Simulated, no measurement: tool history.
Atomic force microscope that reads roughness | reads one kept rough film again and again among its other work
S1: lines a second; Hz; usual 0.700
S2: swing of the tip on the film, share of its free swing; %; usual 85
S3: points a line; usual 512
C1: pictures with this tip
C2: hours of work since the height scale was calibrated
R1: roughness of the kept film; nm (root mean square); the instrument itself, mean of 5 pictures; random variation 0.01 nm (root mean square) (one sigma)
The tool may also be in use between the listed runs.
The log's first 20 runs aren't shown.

run	hour	S1	S2	S3	C1	C2	R1
# hour 783.8: new tip fitted
21	808.6	0.700	85	512	46	1066	2.390
# hour 836.9: new tip fitted
22	840.6	1.465	85	376	7	1084	2.267
# hour 889.3: new tip fitted
23	901.1	1.465	85	376	22	1117	2.256
# hour 941.7: new tip fitted
24	948.8	1.465	85	376	13	1143	2.236
25	982.8	3.489	85	376	76	1162	1.960
# hour 993.7: new tip fitted
26	1030.0	1.567	83	512	68	1188	2.272
# hour 1044.3: new tip fitted
27	1080.4	0.754	65	644	67	1215	2.479
# hour 1097.8: new tip fitted
28	1140.7	0.754	65	644	79	1248	2.465
# hour 1149.8: new tip fitted
29	1188.8	0.754	65	644	73	1274	2.481
# hour 1201.7: new tip fitted
30	1219.9	1.579	84	512	33	1291	2.243
# hour 1254.1: new tip fitted
31	1257.3	0.593	85	391	6	1312	2.411
# hour 1304.8: new tip fitted
32	1309.8	0.700	85	541	9	1340	2.387
33	1342.2	0.700	78	512	69	1358	2.417

Forecast run 34:
# hour 1354.9: new tip fitted
34	1398.1	0.700	78	512	80	1389	?

Run 34 gave R1 2.426 nm (root mean square).
Without the tool's hidden state the same run would have given R1 2.435 nm (root mean square).

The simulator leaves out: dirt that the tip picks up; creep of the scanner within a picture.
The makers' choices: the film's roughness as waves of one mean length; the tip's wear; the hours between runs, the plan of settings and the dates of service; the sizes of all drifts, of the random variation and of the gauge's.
